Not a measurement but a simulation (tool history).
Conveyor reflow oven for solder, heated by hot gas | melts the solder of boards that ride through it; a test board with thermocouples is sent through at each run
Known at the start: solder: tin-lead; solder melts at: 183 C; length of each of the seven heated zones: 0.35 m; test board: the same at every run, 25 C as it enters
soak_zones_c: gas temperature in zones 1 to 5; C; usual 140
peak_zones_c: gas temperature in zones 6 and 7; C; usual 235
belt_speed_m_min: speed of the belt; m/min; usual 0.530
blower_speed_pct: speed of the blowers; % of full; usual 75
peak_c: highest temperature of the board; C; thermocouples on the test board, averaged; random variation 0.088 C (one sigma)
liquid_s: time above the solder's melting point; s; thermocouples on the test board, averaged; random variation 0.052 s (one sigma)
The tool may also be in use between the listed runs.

{"run": 1, "hour": 0.0, "soak_zones_c": 140, "peak_zones_c": 235, "belt_speed_m_min": 0.53, "blower_speed_pct": 75, "peak_c": 218.89, "liquid_s": 62.65}
{"run": 2, "hour": 52.6, "soak_zones_c": 140, "peak_zones_c": 235, "belt_speed_m_min": 0.53, "blower_speed_pct": 75, "peak_c": 218.85, "liquid_s": 62.61}
{"run": 3, "hour": 83.9, "soak_zones_c": 140, "peak_zones_c": 235, "belt_speed_m_min": 0.53, "blower_speed_pct": 75, "peak_c": 218.59, "liquid_s": 62.39}
{"run": 4, "hour": 137.0, "soak_zones_c": 140, "peak_zones_c": 235, "belt_speed_m_min": 0.53, "blower_speed_pct": 75, "peak_c": 218.63, "liquid_s": 62.37}
{"run": 5, "hour": 175.0, "soak_zones_c": 140, "peak_zones_c": 235, "belt_speed_m_min": 0.53, "blower_speed_pct": 75, "peak_c": 218.45, "liquid_s": 62.33}
{"run": 6, "hour": 204.1, "soak_zones_c": 140, "peak_zones_c": 235, "belt_speed_m_min": 0.53, "blower_speed_pct": 83, "peak_c": 219.51, "liquid_s": 63.23}
{"run": 7, "hour": 229.3, "soak_zones_c": 140, "peak_zones_c": 235, "belt_speed_m_min": 0.53, "blower_speed_pct": 75, "peak_c": 218.27, "liquid_s": 62.06}
{"run": 8, "hour": 276.3, "soak_zones_c": 140, "peak_zones_c": 235, "belt_speed_m_min": 0.53, "blower_speed_pct": 75, "peak_c": 217.91, "liquid_s": 61.94}
{"hour": 301.3, "done": "flux residue cleaned out of gas plates and filters"}
{"hour": 303.3, "done": "thermocouples of zones 6 and 7 changed"}
{"run": 9, "hour": 308.3, "soak_zones_c": 140, "peak_zones_c": 227, "belt_speed_m_min": 0.53, "blower_speed_pct": 75, "peak_c": 213.01, "liquid_s": 57.93}
{"run": 10, "hour": 332.2, "soak_zones_c": 153, "peak_zones_c": 235, "belt_speed_m_min": 0.53, "blower_speed_pct": 75, "peak_c": 222.18, "liquid_s": 70.58}
{"run": 11, "hour": 365.7, "soak_zones_c": 153, "peak_zones_c": 235, "belt_speed_m_min": 0.53, "blower_speed_pct": 75, "peak_c": 222.1, "liquid_s": 70.51}
{"run": 12, "hour": 402.9, "soak_zones_c": 153, "peak_zones_c": 235, "belt_speed_m_min": 0.53, "blower_speed_pct": 68, "peak_c": 220.96, "liquid_s": 69.65}
{"hour": 420.1, "done": "belt drive overhauled, speed set with a stopwatch"}
{"run": 13, "hour": 451.6, "soak_zones_c": 140, "peak_zones_c": 235, "belt_speed_m_min": 0.53, "blower_speed_pct": 62, "peak_c": 217.66, "liquid_s": 61.53}
{"run": 14, "hour": 490.1, "soak_zones_c": 140, "peak_zones_c": 235, "belt_speed_m_min": 0.53, "blower_speed_pct": 62, "peak_c": 217.41, "liquid_s": 61.45}
{"run": 15, "hour": 520.0, "soak_zones_c": 140, "peak_zones_c": 235, "belt_speed_m_min": 0.621, "blower_speed_pct": 75, "peak_c": 214.17, "liquid_s": 49.47}
{"run": 16, "hour": 568.4, "soak_zones_c": 140, "peak_zones_c": 235, "belt_speed_m_min": 0.621, "blower_speed_pct": 75, "peak_c": 213.95, "liquid_s": 49.33}
{"hour": 608.0, "done": "flux residue cleaned out of gas plates and filters"}
{"run": 17, "hour": 622.1, "soak_zones_c": 148, "peak_zones_c": 235, "belt_speed_m_min": 0.477, "blower_speed_pct": 75, "peak_c": 223.86, "liquid_s": 78.24}
{"run": 18, "hour": 651.0, "soak_zones_c": 154, "peak_zones_c": 235, "belt_speed_m_min": 0.515, "blower_speed_pct": 56, "peak_c": 220.05, "liquid_s": 71.84}
{"run": 19, "hour": 688.4, "soak_zones_c": 134, "peak_zones_c": 235, "belt_speed_m_min": 0.53, "blower_speed_pct": 75, "peak_c": 218.7, "liquid_s": 60.8}
{"run": 20, "hour": 714.4, "soak_zones_c": 134, "peak_zones_c": 235, "belt_speed_m_min": 0.53, "blower_speed_pct": 75, "peak_c": 218.45, "liquid_s": 60.73}
{"hour": 756.3, "done": "belt drive overhauled, speed set with a stopwatch, once more"}
{"run": 21, "hour": 764.8, "soak_zones_c": 140, "peak_zones_c": 240, "belt_speed_m_min": 0.604, "blower_speed_pct": 53, "peak_c": 213.47, "liquid_s": 48.29}
{"run": 22, "hour": 795.4, "soak_zones_c": 140, "peak_zones_c": 240, "belt_speed_m_min": 0.604, "blower_speed_pct": 53, "peak_c": 213.44, "liquid_s": 48.23}
{"run": 23, "hour": 823.6, "soak_zones_c": 140, "peak_zones_c": 235, "belt_speed_m_min": 0.433, "blower_speed_pct": 70, "peak_c": 223.29, "liquid_s": 80.5}
{"run": 24, "hour": 851.1, "soak_zones_c": 146, "peak_zones_c": 235, "belt_speed_m_min": 0.49, "blower_speed_pct": 52, "peak_c": 217.81, "liquid_s": 68.07}
{"run": 25, "hour": 897.2, "soak_zones_c": 134, "peak_zones_c": 246, "belt_speed_m_min": 0.49, "blower_speed_pct": 52, "peak_c": 224.94, "liquid_s": 68.97}
{"hour": 913.3, "done": "flux residue cleaned out of gas plates and filters"}
{"run": 26, "hour": 952.1, "soak_zones_c": 134, "peak_zones_c": 246, "belt_speed_m_min": 0.49, "blower_speed_pct": 52, "peak_c": 225.42, "liquid_s": 69.32}
{"run": 27, "hour": 991.6, "soak_zones_c": 148, "peak_zones_c": 241, "belt_speed_m_min": 0.634, "blower_speed_pct": 65, "peak_c": 217.36, "liquid_s": 51.98}
{"run": 28, "hour": 1029.9, "soak_zones_c": 148, "peak_zones_c": 241, "belt_speed_m_min": 0.634, "blower_speed_pct": 65, "peak_c": 217.16, "liquid_s": 51.82}
{"run": 29, "hour": 1072.8, "soak_zones_c": 148, "peak_zones_c": 241, "belt_speed_m_min": 0.634, "blower_speed_pct": 65, "peak_c": 216.89, "liquid_s": 51.79}

Forecast each of these 5 alternatives for the next run:
{"run": "A", "hour": 1105.5, "soak_zones_c": 140, "peak_zones_c": 238, "belt_speed_m_min": 0.53, "blower_speed_pct": 75, "peak_c": "?", "liquid_s": "?"}
{"run": "B", "hour": 1105.5, "soak_zones_c": 137, "peak_zones_c": 235, "belt_speed_m_min": 0.53, "blower_speed_pct": 63, "peak_c": "?", "liquid_s": "?"}
{"run": "C", "hour": 1105.5, "soak_zones_c": 148, "peak_zones_c": 244, "belt_speed_m_min": 0.634, "blower_speed_pct": 65, "peak_c": "?", "liquid_s": "?"}
{"run": "D", "hour": 1105.5, "soak_zones_c": 143, "peak_zones_c": 235, "belt_speed_m_min": 0.53, "blower_speed_pct": 75, "peak_c": "?", "liquid_s": "?"}
{"run": "E", "hour": 1105.5, "soak_zones_c": 148, "peak_zones_c": 241, "belt_speed_m_min": 0.556, "blower_speed_pct": 66, "peak_c": "?", "liquid_s": "?"}

run=A peak_c=220.45 liquid_s=63.01
run=B peak_c=215.53 liquid_s=57.33
run=C peak_c=219.29 liquid_s=53.42
run=D peak_c=218.53 liquid_s=62.69
run=E peak_c=221.63 liquid_s=63.51
Without the tool's hidden state the same runs would have given:
run=A peak_c=222.01 liquid_s=63.98
run=B peak_c=217.05 liquid_s=58.51
run=C peak_c=220.82 liquid_s=54.33
run=D peak_c=220.07 liquid_s=63.69
run=E peak_c=223.14 liquid_s=64.36
